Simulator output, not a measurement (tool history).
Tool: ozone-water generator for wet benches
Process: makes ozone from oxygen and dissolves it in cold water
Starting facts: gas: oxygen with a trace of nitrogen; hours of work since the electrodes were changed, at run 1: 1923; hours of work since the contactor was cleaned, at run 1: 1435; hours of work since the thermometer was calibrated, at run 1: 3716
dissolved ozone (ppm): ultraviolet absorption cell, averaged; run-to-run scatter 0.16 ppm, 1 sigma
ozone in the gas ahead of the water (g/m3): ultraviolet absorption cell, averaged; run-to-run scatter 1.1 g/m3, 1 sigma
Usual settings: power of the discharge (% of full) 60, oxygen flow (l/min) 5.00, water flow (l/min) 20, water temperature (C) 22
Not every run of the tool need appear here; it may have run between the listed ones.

run     day  power of the discharge (% of full)  oxygen flow (l/min)  water flow (l/min)  water temperature (C)  hours of work since the electrodes were changed  hours of work since the contactor was cleaned  hours of work since the thermometer was calibrated  dissolved ozone (ppm)  ozone in the gas ahead of the water (g/m3)
  1   0.000                                  60                 5.00                  20                     22                                             1923                                           1435                                                3716                   20.7                                       205.8
  2   1.992                                  60                 5.00                  20                     22                                             1961                                           1473                                                3754                   20.9                                       207.4
      3.279  -- water thermometer calibrated
  3   4.296                                  60                 5.00                  20                     22                                             2005                                           1517                                                  20                   21.0                                       207.8
  4   6.325                                  60                 5.00                  20                     22                                             2045                                           1556                                                  59                   20.8                                       205.8
  5   8.633                                  60                 5.00                  20                     22                                             2089                                           1601                                                 104                   20.7                                       207.0
  6  10.817                                  60                 5.00                  20                     22                                             2131                                           1643                                                 146                   20.6                                       206.4
  7  13.829                                  60                 5.00                  20                     22                                             2190                                           1701                                                 204                   20.5                                       207.2
  8  16.492                                  60                 5.00                  20                     22                                             2241                                           1753                                                 255                   20.7                                       208.2
  9  19.596                                  60                 5.00                  20                     22                                             2301                                           1813                                                 315                   20.7                                       209.8
 10  21.704                                  60                 5.00                  20                     22                                             2342                                           1854                                                 356                   20.5                                       207.5
 11  24.850                                  60                 5.00                  26                     22                                             2403                                           1914                                                 417                   16.1                                       208.1
 12  27.633                                  60                 5.00                  26                     22                                             2456                                           1968                                                 471                   16.5                                       207.6
     30.512  -- contactor cleaned
 13  30.912                                  57                 5.00                  26                     22                                             2517                                              8                                                 531                   15.4                                       200.4
 14  32.971                                  57                 5.00                  26                     21                                             2556                                             48                                                 571                   15.9                                       201.3
 15  35.267                                  57                 5.00                  26                     21                                             2601                                             92                                                 615                   15.8                                       199.9
 16  37.050                                  60                 4.90                  20                     22                                             2635                                            126                                                 649                   20.6                                       212.0
 17  39.542                                  83                 5.00                  20                     14                                             2683                                            174                                                 698                   31.0                                       282.5
 18  42.908                                  78                 6.43                  13                     22                                             2748                                            240                                                 763                   33.6                                       224.8
 19  44.408                                  60                 4.08                  31                     22                                             2777                                            269                                                 792                   13.9                                       240.2
 20  46.746                                  60                 5.00                  28                     20                                             2823                                            314                                                 837                   15.5                                       210.3
 21  49.912                                  49                 7.64                  13                     17                                             2884                                            375                                                 898                   23.0                                       129.8
 22  51.933                                  60                 5.00                  27                     25                                             2923                                            414                                                 937                   14.9                                       210.3
 23  55.300                                  60                 5.00                  20                     17                                             2988                                            479                                                1002                   22.4                                       212.3
 24  57.388                                  60                 5.00                  20                     17                                             3028                                            519                                                1043                   22.6                                       211.1
 25  58.888                                  60                 5.00                  12                     27                                             3057                                            548                                                1071                   27.3                                       212.5
 26  61.096                                  63                 3.28                  13                     23                                             3100                                            591                                                1114                   32.3                                       294.7
     61.412  -- gauge calibrated
 27  63.642                                  44                 7.56                  15                     18                                             3149                                            640                                                1163                   18.9                                       116.8
 28  66.333                                  51                 2.64                  17                     21                                             3201                                            692                                                1215                   22.4                                       277.1
 29  69.138                                  51                 2.64                  17                     21                                             3255                                            746                                                1270                   22.3                                       275.1
 30  70.800                                  82                 5.00                  20                     17                                             3287                                            779                                                1302                   29.7                                       274.8
 31  73.754                                  45                 5.00                  18                     22                                             3345                                            836                                                1359                   17.5                                       159.8
 32  76.096                                  45                 5.00                  18                     22                                             3390                                            881                                                1404                   17.2                                       159.2

Consider 3 possible next runs. They are alternatives, not a sequence: every one starts from the tool as it was left by run 32. What does each give?
  A  78.642                                  60                 5.00                  25                     22                                             3439                                            930                                                1453                      ?                                           ?
  B  78.642                                  60                 5.00                  13                     22                                             3439                                            930                                                1453                      ?                                           ?
  C  78.642                                  60                 5.00                  17                     20                                             3439                                            930                                                1453                      ?                                           ?

run  dissolved ozone (ppm)  ozone in the gas ahead of the water (g/m3)
  A                   16.9                                       206.5
  B                   28.3                                       208.8
  C                   24.6                                       208.2
Had the tool no hidden state, the same runs would have come out as:
run  dissolved ozone (ppm)  ozone in the gas ahead of the water (g/m3)
  A                   16.9                                       205.0
  B                   28.4                                       207.3
  C                   24.6                                       206.7

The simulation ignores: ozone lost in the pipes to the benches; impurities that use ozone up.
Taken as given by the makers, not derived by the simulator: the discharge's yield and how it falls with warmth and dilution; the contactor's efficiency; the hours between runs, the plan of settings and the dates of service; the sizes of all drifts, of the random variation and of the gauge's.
